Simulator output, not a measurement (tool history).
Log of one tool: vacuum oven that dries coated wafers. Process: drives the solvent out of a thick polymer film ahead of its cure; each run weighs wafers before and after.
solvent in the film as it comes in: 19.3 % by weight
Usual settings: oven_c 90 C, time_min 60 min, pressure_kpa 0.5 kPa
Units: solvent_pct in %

run 1 hour=0 | oven_c=90 time_min=60 pressure_kpa=0.5 | solvent_pct=4.19
run 2 hour=8.3 | oven_c=90 time_min=41 pressure_kpa=0.5 | solvent_pct=6.32
run 3 hour=18.1 | oven_c=90 time_min=41 pressure_kpa=0.5 | solvent_pct=6.34
run 4 hour=32.5 | oven_c=90 time_min=51 pressure_kpa=0.5 | solvent_pct=5.1
run 5 hour=41 | oven_c=90 time_min=51 pressure_kpa=0.5 | solvent_pct=5.11
run 6 hour=48.3 | oven_c=90 time_min=51 pressure_kpa=0.5 | solvent_pct=5.1
run 7 hour=59 | oven_c=90 time_min=60 pressure_kpa=0.5 | solvent_pct=4.17
run 8 hour=70.7 | oven_c=90 time_min=60 pressure_kpa=0.5 | solvent_pct=4.19
run 9 hour=85 | oven_c=90 time_min=47 pressure_kpa=0.322 | solvent_pct=5.48
run 10 hour=98.4 | oven_c=75 time_min=103 pressure_kpa=1.349 | solvent_pct=5.19
run 11 hour=106.7 | oven_c=95 time_min=46 pressure_kpa=0.5 | solvent_pct=4.56
run 12 hour=120.3 | oven_c=86 time_min=106 pressure_kpa=0.5 | solvent_pct=2.25
run 13 hour=129.2 | oven_c=86 time_min=106 pressure_kpa=0.255 | solvent_pct=2.12

Forecast run 14:
run 14 hour=141 | oven_c=86 time_min=106 pressure_kpa=0.255 | solvent_pct=?

solvent_pct: 2.11 %
Without the tool's hidden state the same run would have given solvent_pct 2.11 %.

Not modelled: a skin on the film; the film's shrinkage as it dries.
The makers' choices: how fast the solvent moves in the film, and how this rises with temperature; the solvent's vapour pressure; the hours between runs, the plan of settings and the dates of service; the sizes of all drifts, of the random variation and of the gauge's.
